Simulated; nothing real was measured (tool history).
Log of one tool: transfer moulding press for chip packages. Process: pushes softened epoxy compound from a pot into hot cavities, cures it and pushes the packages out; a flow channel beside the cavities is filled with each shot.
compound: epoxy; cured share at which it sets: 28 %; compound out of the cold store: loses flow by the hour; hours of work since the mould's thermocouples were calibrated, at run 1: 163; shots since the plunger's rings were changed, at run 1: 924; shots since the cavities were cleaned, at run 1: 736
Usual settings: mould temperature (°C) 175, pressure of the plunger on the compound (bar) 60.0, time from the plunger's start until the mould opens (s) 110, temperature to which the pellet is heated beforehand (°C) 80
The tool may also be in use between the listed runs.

run   hour  mould temperature (°C)  pressure of the plunger on the compound (bar)  time from the plunger's start until the mould opens (s)  temperature to which the pellet is heated beforehand (°C)  hours of work since the mould's thermocouples were calibrated  shots since the plunger's rings were changed  shots since the cavities were cleaned  incoming compound's hours out of the cold store  length that the compound runs in the flow channel (mm)  greatest force on the pins that push the packages out (N)
  1    0.0                     175                                           60.0                                                      110                                                         80                                                            163                                           924                                    736                                             39.3                                                     827                                                        434
       3.2  -- cavities cleaned with cleaning compound and waxed
  2   10.4                     175                                           60.0                                                      110                                                         80                                                            169                                          1021                                     79                                              8.3                                                    1001                                                        457
  3   23.5                     175                                           60.0                                                      110                                                         80                                                            178                                          1165                                    223                                             33.3                                                     860                                                        419
  4   38.1                     175                                           61.0                                                      110                                                         80                                                            189                                          1324                                    382                                             28.9                                                     889                                                        421
  5   50.0                     175                                           60.0                                                       91                                                         80                                                            197                                          1453                                    511                                             28.0                                                     882                                                        630
  6   64.7                     171                                           60.0                                                      110                                                         80                                                            207                                          1613                                    671                                             18.3                                                     957                                                        607
  7   71.4                     171                                           60.0                                                      110                                                         80                                                            212                                          1687                                    745                                             28.9                                                     894                                                        574
      74.2  -- cavities cleaned with cleaning compound and waxed
  8   86.4                     171                                           60.0                                                      110                                                         80                                                            222                                          1834                                    133                                             13.5                                                     992                                                        593
  9   96.3                     175                                           49.6                                                      110                                                         89                                                            229                                          1942                                    241                                             18.4                                                     858                                                        445
 10  104.6                     182                                           60.0                                                       96                                                         80                                                            235                                          2033                                    332                                             45.1                                                     772                                                        357

Forecast each of these 5 alternatives for the next run:
  A  116.4                     172                                           60.0                                                      117                                                         82                                                            243                                          2161                                    460                                             43.6                                                       ?                                                          ?
  B  116.4                     181                                           60.0                                                      110                                                         80                                                            243                                          2161                                    460                                             18.5                                                       ?                                                          ?
  C  116.4                     182                                           70.6                                                      122                                                         70                                                            243                                          2161                                    460                                             14.5                                                       ?                                                          ?
  D  116.4                     175                                           60.0                                                      110                                                         86                                                            243                                          2161                                    460                                             16.4                                                       ?                                                          ?
  E  116.4                     182                                           60.0                                                       96                                                         80                                                            243                                          2161                                    460                                             28.5                                                       ?                                                          ?

run  length that the compound runs in the flow channel (mm)  greatest force on the pins that push the packages out (N)
  A                                                     814                                                        453
  B                                                     914                                                        346
  C                                                    1015                                                        325
  D                                                     955                                                        441
  E                                                     856                                                        372
Without the tool's hidden state the same runs would have given:
run  length that the compound runs in the flow channel (mm)  greatest force on the pins that push the packages out (N)
  A                                                     814                                                        448
  B                                                     914                                                        341
  C                                                    1016                                                        321
  D                                                     955                                                        436
  E                                                     857                                                        368
